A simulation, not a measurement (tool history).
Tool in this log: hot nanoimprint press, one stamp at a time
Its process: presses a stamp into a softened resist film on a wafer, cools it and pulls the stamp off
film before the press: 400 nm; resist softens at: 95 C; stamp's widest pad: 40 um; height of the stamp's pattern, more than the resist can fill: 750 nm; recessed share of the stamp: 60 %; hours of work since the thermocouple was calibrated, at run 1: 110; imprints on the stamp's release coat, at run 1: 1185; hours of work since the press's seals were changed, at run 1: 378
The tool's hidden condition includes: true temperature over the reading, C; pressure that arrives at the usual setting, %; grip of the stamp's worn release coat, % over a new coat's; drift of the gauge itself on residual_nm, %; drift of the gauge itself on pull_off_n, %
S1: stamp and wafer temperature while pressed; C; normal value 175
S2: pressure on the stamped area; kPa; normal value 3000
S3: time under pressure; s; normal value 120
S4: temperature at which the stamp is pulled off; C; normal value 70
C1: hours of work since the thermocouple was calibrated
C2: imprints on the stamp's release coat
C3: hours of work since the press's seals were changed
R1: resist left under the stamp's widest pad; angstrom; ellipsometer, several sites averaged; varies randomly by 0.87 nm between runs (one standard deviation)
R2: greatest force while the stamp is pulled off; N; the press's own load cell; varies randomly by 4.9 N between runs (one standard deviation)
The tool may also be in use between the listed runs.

{"run": 1, "hour": 0.0, "S1": 175, "S2": 3000, "S3": 120, "S4": 70, "C1": 110, "C2": 1185, "C3": 378, "R1": 1529, "R2": 249}
{"run": 2, "hour": 13.8, "S1": 175, "S2": 3000, "S3": 120, "S4": 76, "C1": 117, "C2": 1237, "C3": 385, "R1": 1513, "R2": 206}
{"run": 3, "hour": 29.5, "S1": 175, "S2": 3000, "S3": 120, "S4": 76, "C1": 125, "C2": 1296, "C3": 393, "R1": 1526, "R2": 207}
{"run": 4, "hour": 45.2, "S1": 175, "S2": 3000, "S3": 120, "S4": 68, "C1": 133, "C2": 1356, "C3": 401, "R1": 1540, "R2": 253}
{"run": 5, "hour": 63.9, "S1": 175, "S2": 3000, "S3": 120, "S4": 70, "C1": 143, "C2": 1426, "C3": 411, "R1": 1522, "R2": 237}
{"run": 6, "hour": 74.2, "S1": 175, "S2": 3000, "S3": 120, "S4": 70, "C1": 149, "C2": 1465, "C3": 416, "R1": 1506, "R2": 232}
{"run": 7, "hour": 88.3, "S1": 175, "S2": 3000, "S3": 120, "S4": 70, "C1": 156, "C2": 1518, "C3": 424, "R1": 1510, "R2": 238}
{"run": 8, "hour": 109.7, "S1": 175, "S2": 3000, "S3": 120, "S4": 70, "C1": 167, "C2": 1599, "C3": 435, "R1": 1510, "R2": 235}
{"run": 9, "hour": 122.6, "S1": 181, "S2": 3000, "S3": 120, "S4": 70, "C1": 174, "C2": 1647, "C3": 441, "R1": 1279, "R2": 228}
{"run": 10, "hour": 141.1, "S1": 174, "S2": 3000, "S3": 156, "S4": 73, "C1": 183, "C2": 1717, "C3": 451, "R1": 1400, "R2": 225}
{"run": 11, "hour": 150.4, "S1": 174, "S2": 3000, "S3": 156, "S4": 73, "C1": 188, "C2": 1752, "C3": 456, "R1": 1403, "R2": 221}
{"run": 12, "hour": 171.9, "S1": 174, "S2": 3000, "S3": 156, "S4": 73, "C1": 199, "C2": 1834, "C3": 467, "R1": 1404, "R2": 207}
{"run": 13, "hour": 192.0, "S1": 175, "S2": 3220, "S3": 206, "S4": 62, "C1": 210, "C2": 1909, "C3": 477, "R1": 1161, "R2": 289}
{"run": 14, "hour": 210.1, "S1": 175, "S2": 4470, "S3": 120, "S4": 70, "C1": 219, "C2": 1978, "C3": 487, "R1": 1225, "R2": 247}
{"hour": 219.3, "done": "stamp cleaned and given a new release coat"}
{"run": 15, "hour": 236.0, "S1": 185, "S2": 3510, "S3": 146, "S4": 69, "C1": 230, "C2": 64, "C3": 497, "R1": 963, "R2": 235}
{"run": 16, "hour": 251.4, "S1": 175, "S2": 3000, "S3": 146, "S4": 69, "C1": 238, "C2": 122, "C3": 505, "R1": 1382, "R2": 250}

Alternative continuations, all from the tool just after run 16; predict every row:
{"run": "A", "hour": 264.4, "S1": 175, "S2": 2450, "S3": 125, "S4": 64, "C1": 244, "C2": 171, "C3": 512, "R1": "?", "R2": "?"}
{"run": "B", "hour": 264.4, "S1": 175, "S2": 3000, "S3": 120, "S4": 68, "C1": 244, "C2": 171, "C3": 512, "R1": "?", "R2": "?"}
{"run": "C", "hour": 264.4, "S1": 175, "S2": 2870, "S3": 120, "S4": 70, "C1": 244, "C2": 171, "C3": 512, "R1": "?", "R2": "?"}
{"run": "D", "hour": 264.4, "S1": 185, "S2": 3490, "S3": 120, "S4": 61, "C1": 244, "C2": 171, "C3": 512, "R1": "?", "R2": "?"}
{"run": "E", "hour": 264.4, "S1": 174, "S2": 2930, "S3": 146, "S4": 74, "C1": 244, "C2": 171, "C3": 512, "R1": "?", "R2": "?"}

run=A R1=1629 R2=281
run=B R1=1508 R2=244
run=C R1=1533 R2=238
run=D R1=1049 R2=313
run=E R1=1433 R2=214
Without the tool's hidden state the same runs would have given:
run=A R1=1650 R2=281
run=B R1=1526 R2=244
run=C R1=1552 R2=238
run=D R1=1062 R2=313
run=E R1=1450 R2=213
